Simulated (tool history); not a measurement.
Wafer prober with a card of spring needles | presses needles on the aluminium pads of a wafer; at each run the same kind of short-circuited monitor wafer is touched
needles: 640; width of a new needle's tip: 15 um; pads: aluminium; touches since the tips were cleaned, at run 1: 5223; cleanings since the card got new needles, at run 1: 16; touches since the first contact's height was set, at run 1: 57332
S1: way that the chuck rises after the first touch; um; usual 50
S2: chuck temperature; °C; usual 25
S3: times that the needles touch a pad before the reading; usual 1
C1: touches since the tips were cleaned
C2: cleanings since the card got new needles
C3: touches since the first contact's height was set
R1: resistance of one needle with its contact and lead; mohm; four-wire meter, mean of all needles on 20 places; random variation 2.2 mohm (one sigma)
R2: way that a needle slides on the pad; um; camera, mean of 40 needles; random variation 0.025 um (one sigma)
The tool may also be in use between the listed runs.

Run 1, hour 0.0: usual settings; C1 5223; C2 16; C3 57332. Result: R1 262 mohm, R2 9.11 um.
At hour 9.7: tips cleaned on abrasive film.
At hour 29.5: height of the first contact set anew.
At hour 34.5: tips cleaned on abrasive film.
At hour 58.5: tips cleaned on abrasive film.
Run 2, hour 58.5: usual settings but S1 31 um; C1 0; C2 19; C3 10250. Result: R1 258 mohm, R2 5.74 um.
At hour 81.4: tips cleaned on abrasive film.
At hour 104.6: tips cleaned on abrasive film.
At hour 128.9: tips cleaned on abrasive film.
Run 3, hour 143.4: usual settings but S1 31 um; C1 5167; C2 22; C3 40380. Result: R1 288 mohm, R2 5.62 um.
At hour 152.0: tips cleaned on abrasive film.
At hour 175.6: tips cleaned on abrasive film.
At hour 199.5: tips cleaned on abrasive film.
Run 4, hour 206.4: usual settings but S1 31 um; C1 2446; C2 25; C3 62665. Result: R1 279 mohm, R2 5.59 um.
At hour 220.1: tips cleaned on abrasive film.
At hour 220.4: height of the first contact set anew.
At hour 244.9: tips cleaned on abrasive film.
At hour 269.4: tips cleaned on abrasive film.
At hour 293.1: tips cleaned on abrasive film.
Run 5, hour 293.1: usual settings but S1 31 um; C1 0; C2 29; C3 25768. Result: R1 260 mohm, R2 5.65 um.
At hour 316.4: tips cleaned on abrasive film.
At hour 340.8: tips cleaned on abrasive film.
At hour 360.4: tips cleaned on abrasive film.
Run 6, hour 370.4: usual settings but S1 31 um; C1 3554; C2 32; C3 53201. Result: R1 285 mohm, R2 5.62 um.
At hour 380.3: tips cleaned on abrasive film.
At hour 404.2: tips cleaned on abrasive film.
At hour 414.3: height of the first contact set anew.
At hour 424.1: tips cleaned on abrasive film.
Run 7, hour 424.2: usual settings but S1 31 um; C1 31; C2 35; C3 3505. Result: R1 262 mohm, R2 5.73 um.
At hour 447.9: tips cleaned on abrasive film.
Run 8, hour 466.9: usual settings but S1 31 um; C1 6779; C2 36; C3 18679. Result: R1 289 mohm, R2 5.68 um.
At hour 471.9: tips cleaned on abrasive film.
At hour 496.1: tips cleaned on abrasive film.
At hour 515.7: tips cleaned on abrasive film.
At hour 539.1: tips cleaned on abrasive film.
Run 9, hour 552.5: usual settings; C1 4774; C2 40; C3 48998. Result: R1 262 mohm, R2 9.09 um.
At hour 562.1: tips cleaned on abrasive film.
At hour 584.7: tips cleaned on abrasive film.
At hour 608.2: tips cleaned on abrasive film.
At hour 608.5: height of the first contact set anew.
At hour 628.1: tips cleaned on abrasive film.
Run 10, hour 641.0: usual settings; C1 4589; C2 44; C3 11537. Result: R1 263 mohm, R2 9.28 um.
At hour 650.8: tips cleaned on abrasive film.
At hour 672.4: tips cleaned on abrasive film.
At hour 695.7: tips cleaned on abrasive film.
At hour 719.1: tips cleaned on abrasive film.
Run 11, hour 725.6: usual settings; C1 2334; C2 48; C3 41527. Result: R1 266 mohm, R2 9.16 um.
At hour 739.7: tips cleaned on abrasive film.
At hour 762.7: tips cleaned on abrasive film.
Run 12, hour 767.5: usual settings; C1 1692; C2 50; C3 56346. Result: R1 257 mohm, R2 9.15 um.
At hour 786.6: tips cleaned on abrasive film.
At hour 800.5: height of the first contact set anew.
At hour 810.3: tips cleaned on abrasive film.
Run 13, hour 829.3: usual settings; C1 6758; C2 52; C3 10216. Result: R1 263 mohm, R2 9.22 um.
At hour 834.3: tips cleaned on abrasive film.
At hour 858.6: tips cleaned on abrasive film.
At hour 879.5: tips cleaned on abrasive film.
At hour 904.0: tips cleaned on abrasive film.
Run 14, hour 914.2: usual settings but S3 3; C1 3661; C2 56; C3 40321. Result: R1 255 mohm, R2 9.11 um.
At hour 924.1: tips cleaned on abrasive film.
At hour 946.1: tips cleaned on abrasive film.
At hour 970.3: tips cleaned on abrasive film.
Run 15, hour 970.8: usual settings but S1 31 um, S2 29 °C, S3 3; C1 173; C2 59; C3 60357. Result: R1 263 mohm, R2 5.55 um.
At hour 990.0: tips cleaned on abrasive film.
At hour 995.2: height of the first contact set anew.
At hour 1013.6: tips cleaned on abrasive film.
At hour 1036.8: tips cleaned on abrasive film.
Run 16, hour 1054.8: usual settings but S1 31 um, S2 29 °C, S3 3; C1 6392; C2 62; C3 21150. Result: R1 275 mohm, R2 5.70 um.
At hour 1058.5: tips cleaned on abrasive film.
At hour 1081.8: tips cleaned on abrasive film.
Run 17, hour 1091.9: usual settings but S1 61 um, S2 66 °C, S3 3; C1 3598; C2 64; C3 34285. Result: R1 261 mohm, R2 11.24 um.
At hour 1101.7: tips cleaned on abrasive film.
At hour 1125.3: tips cleaned on abrasive film.
At hour 1147.7: tips cleaned on abrasive film.
Run 18, hour 1155.8: usual settings but S1 61 um, S2 66 °C, S3 3; C1 2862; C2 67; C3 56913. Result: R1 260 mohm, R2 11.14 um.
At hour 1170.5: tips cleaned on abrasive film.
At hour 1190.1: tips cleaned on abrasive film.
At hour 1190.4: height of the first contact set anew.
At hour 1213.8: tips cleaned on abrasive film.
At hour 1238.0: tips cleaned on abrasive film.
Run 19, hour 1240.2: usual settings but S1 33 um, S2 114 °C; C1 776; C2 71; C3 17660. Result: R1 296 mohm, R2 6.07 um.
At hour 1259.6: tips cleaned on abrasive film.
At hour 1283.4: tips cleaned on abrasive film.
Run 20, hour 1284.0: usual settings but S1 33 um, S2 114 °C, S3 2; C1 205; C2 73; C3 33173. Result: R1 283 mohm, R2 6.04 um.
At hour 1303.6: tips cleaned on abrasive film.
At hour 1323.2: tips cleaned on abrasive film.
At hour 1342.9: tips cleaned on abrasive film.
At hour 1365.6: tips cleaned on abrasive film.
Run 21, hour 1365.6: usual settings but S1 33 um, S2 114 °C, S3 2; C1 0; C2 77; C3 62066. Result: R1 284 mohm, R2 5.98 um.
At hour 1384.6: height of the first contact set anew.
At hour 1389.1: tips cleaned on abrasive film.
At hour 1412.3: tips cleaned on abrasive film.
At hour 1435.2: tips cleaned on abrasive film.
Run 22, hour 1441.8: usual settings but S1 47 um, S3 2; C1 2372; C2 80; C3 20279. Result: R1 261 mohm, R2 8.65 um.
At hour 1455.4: tips cleaned on abrasive film.
At hour 1477.4: tips cleaned on abrasive film.
Run 23, hour 1481.5: usual settings but S1 47 um, S3 2; C1 1463; C2 82; C3 34326. Result: R1 260 mohm, R2 8.61 um.
At hour 1500.0: tips cleaned on abrasive film.
At hour 1523.5: tips cleaned on abrasive film.
At hour 1547.6: tips cleaned on abrasive film.
Run 24, hour 1561.7: usual settings but S1 47 um, S3 2; C1 5012; C2 85; C3 62759. Result: R1 258 mohm, R2 8.56 um.
At hour 1569.7: tips cleaned on abrasive film.
At hour 1579.7: height of the first contact set anew.
At hour 1594.4: tips cleaned on abrasive film.
Run 25, hour 1613.8: usual settings but S1 47 um, S3 2; C1 6895; C2 87; C3 12106. Result: R1 263 mohm, R2 8.64 um.
At hour 1618.8: tips cleaned on abrasive film.
At hour 1638.4: tips cleaned on abrasive film.
At hour 1658.0: tips cleaned on abrasive film.
At hour 1681.8: tips cleaned on abrasive film.
Run 26, hour 1688.1: usual settings but S1 58 um, S2 64 °C; C1 2264; C2 91; C3 38417. Result: R1 271 mohm, R2 10.59 um.
At hour 1701.8: tips cleaned on abrasive film.
At hour 1725.0: tips cleaned on abrasive film.
Run 27, hour 1736.6: usual settings but S2 73 °C; C1 4132; C2 93; C3 55615. Result: R1 277 mohm, R2 9.08 um.

4 ways to go on from here, each from the tool as it stands after run 27. What would each give?
At hour 1746.4: tips cleaned on abrasive film.
At hour 1769.2: tips cleaned on abrasive film.
At hour 1774.4: height of the first contact set anew.
At hour 1790.3: tips cleaned on abrasive film.
Run A, hour 1790.3: usual settings but S2 33 °C, S3 2; C1 0; C2 96; C3 5632. Result: R1 ?, R2 ?.
At hour 1746.4: tips cleaned on abrasive film.
At hour 1769.2: tips cleaned on abrasive film.
At hour 1774.4: height of the first contact set anew.
At hour 1790.3: tips cleaned on abrasive film.
Run B, hour 1790.3: usual settings but S2 85 °C; C1 0; C2 96; C3 5632. Result: R1 ?, R2 ?.
At hour 1746.4: tips cleaned on abrasive film.
At hour 1769.2: tips cleaned on abrasive film.
At hour 1774.4: height of the first contact set anew.
At hour 1790.3: tips cleaned on abrasive film.
Run C, hour 1790.3: usual settings but S1 37 um, S2 73 °C, S3 2; C1 0; C2 96; C3 5632. Result: R1 ?, R2 ?.
At hour 1746.4: tips cleaned on abrasive film.
At hour 1769.2: tips cleaned on abrasive film.
At hour 1774.4: height of the first contact set anew.
At hour 1790.3: tips cleaned on abrasive film.
Run D, hour 1790.3: usual settings but S1 39 um, S2 121 °C, S3 2; C1 0; C2 96; C3 5632. Result: R1 ?, R2 ?.

run   R1    R2
  A  254  9.22
  B  266  9.20
  C  272  6.79
  D  282  7.19
Without the tool's hidden state the same runs would have given:
run   R1    R2
  A  251  9.24
  B  263  9.22
  C  267  6.81
  D  278  7.21
